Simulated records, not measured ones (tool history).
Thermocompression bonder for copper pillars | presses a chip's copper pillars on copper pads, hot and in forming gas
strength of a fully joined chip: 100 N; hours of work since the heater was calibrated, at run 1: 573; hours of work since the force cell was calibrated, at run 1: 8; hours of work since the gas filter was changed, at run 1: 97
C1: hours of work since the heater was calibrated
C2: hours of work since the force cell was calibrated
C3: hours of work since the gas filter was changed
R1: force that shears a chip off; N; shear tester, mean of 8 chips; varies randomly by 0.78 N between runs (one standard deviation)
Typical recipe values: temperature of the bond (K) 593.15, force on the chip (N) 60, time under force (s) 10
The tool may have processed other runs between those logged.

Run 1, hour 0.0: usual settings; C1 573; C2 8; C3 97. Result: R1 57.6 N.
Run 2, hour 21.9: usual settings; C1 585; C2 20; C3 109. Result: R1 57.2 N.
Run 3, hour 48.0: usual settings; C1 599; C2 34; C3 123. Result: R1 56.4 N.
Run 4, hour 75.4: usual settings but force on the chip (N) 62; C1 614; C2 49; C3 138. Result: R1 56.4 N.
Run 5, hour 96.1: usual settings but temperature of the bond (K) 567.15; C1 625; C2 60; C3 149. Result: R1 41.7 N.
Run 6, hour 120.9: usual settings; C1 638; C2 73; C3 163. Result: R1 54.6 N.
Run 7, hour 133.7: usual settings; C1 645; C2 80; C3 170. Result: R1 55.6 N.
Run 8, hour 146.7: usual settings; C1 652; C2 87; C3 177. Result: R1 54.5 N.
At hour 155.2: forming gas filter changed.
Run 9, hour 167.0: usual settings; C1 663; C2 98; C3 6. Result: R1 60.9 N.
Run 10, hour 184.6: usual settings but temperature of the bond (K) 612.15; C1 673; C2 108; C3 16. Result: R1 71.9 N.
Run 11, hour 197.3: usual settings but temperature of the bond (K) 612.15; C1 679; C2 115; C3 23. Result: R1 69.7 N.
Run 12, hour 218.8: usual settings; C1 691; C2 126; C3 34. Result: R1 58.5 N.
Run 13, hour 242.5: usual settings; C1 704; C2 139; C3 47. Result: R1 59.8 N.
Run 14, hour 264.7: usual settings; C1 716; C2 151; C3 59. Result: R1 58.1 N.
Run 15, hour 277.4: usual settings; C1 723; C2 158; C3 66. Result: R1 58.5 N.
Run 16, hour 294.1: usual settings but time under force (s) 12; C1 732; C2 167; C3 75. Result: R1 61.0 N.
Run 17, hour 310.0: usual settings; C1 740; C2 176; C3 84. Result: R1 57.6 N.
Run 18, hour 324.3: usual settings; C1 748; C2 183; C3 92. Result: R1 57.1 N.
Run 19, hour 344.4: usual settings; C1 759; C2 194; C3 103. Result: R1 56.1 N.
Run 20, hour 363.4: usual settings; C1 769; C2 205; C3 113. Result: R1 57.8 N.
Run 21, hour 389.6: usual settings but temperature of the bond (K) 600.15, force on the chip (N) 53, time under force (s) 5; C1 784; C2 219; C3 127. Result: R1 44.7 N.
Run 22, hour 412.9: usual settings but temperature of the bond (K) 607.15, force on the chip (N) 53, time under force (s) 5; C1 796; C2 231; C3 140. Result: R1 48.9 N.
Run 23, hour 436.0: usual settings but temperature of the bond (K) 571.15, force on the chip (N) 66, time under force (s) 5; C1 809; C2 244; C3 152. Result: R1 35.7 N.
Run 24, hour 448.3: usual settings but temperature of the bond (K) 571.15, force on the chip (N) 66, time under force (s) 5; C1 815; C2 251; C3 159. Result: R1 34.4 N.
Run 25, hour 470.9: usual settings but temperature of the bond (K) 584.15, force on the chip (N) 47, time under force (s) 20; C1 828; C2 263; C3 171. Result: R1 55.1 N.
Run 26, hour 488.5: usual settings but force on the chip (N) 66; C1 837; C2 272; C3 181. Result: R1 55.2 N.
At hour 490.5: forming gas filter changed.
Run 27, hour 516.7: usual settings but force on the chip (N) 49, time under force (s) 11; C1 852; C2 287; C3 14. Result: R1 57.8 N.
Run 28, hour 535.5: usual settings but temperature of the bond (K) 569.15, time under force (s) 6; C1 862; C2 298; C3 24. Result: R1 39.1 N.
Run 29, hour 563.1: usual settings but temperature of the bond (K) 569.15, time under force (s) 6; C1 877; C2 313; C3 39. Result: R1 37.5 N.
Run 30, hour 583.8: usual settings but temperature of the bond (K) 570.15, force on the chip (N) 86; C1 889; C2 324; C3 51. Result: R1 54.0 N.
Run 31, hour 598.2: usual settings but temperature of the bond (K) 570.15, force on the chip (N) 86; C1 896; C2 332; C3 58. Result: R1 53.7 N.
Run 32, hour 611.2: usual settings but temperature of the bond (K) 570.15, force on the chip (N) 86; C1 903; C2 339; C3 65. Result: R1 52.8 N.
Run 33, hour 637.8: usual settings but time under force (s) 7; C1 918; C2 353; C3 80. Result: R1 52.3 N.
Run 34, hour 659.5: usual settings but time under force (s) 7; C1 930; C2 365; C3 92. Result: R1 50.8 N.
Run 35, hour 677.8: usual settings but temperature of the bond (K) 563.15, force on the chip (N) 64; C1 940; C2 375; C3 102. Result: R1 42.2 N.
Run 36, hour 705.5: usual settings but temperature of the bond (K) 566.15; C1 955; C2 390; C3 117. Result: R1 42.1 N.
Run 37, hour 722.3: usual settings but force on the chip (N) 79; C1 964; C2 399; C3 126. Result: R1 62.7 N.
Run 38, hour 749.0: usual settings but force on the chip (N) 79; C1 978; C2 413; C3 140. Result: R1 61.4 N.
Run 39, hour 772.4: usual settings but force on the chip (N) 40; C1 991; C2 426; C3 153. Result: R1 47.4 N.

Hidden state at the last listed run before each entry between runs and at the first one after, where it differs:
Run 8 -> run 9: forming gas filter changed (hour 155.2)
  force that reaches the chip, % of what is set: 99.2 -> 99.1; oxide that the forming gas leaves, % of the face: 10.44 -> 1
  the result without the hidden state subtracted from the measured one, R1: -4.8 -> +1.0 N
Run 26 -> run 27: forming gas filter changed (hour 490.5)
  oxide that the forming gas leaves, % of the face: 11.6 -> 1.34
  the result without the hidden state subtracted from the measured one, R1: -5.3 -> +1.2 N
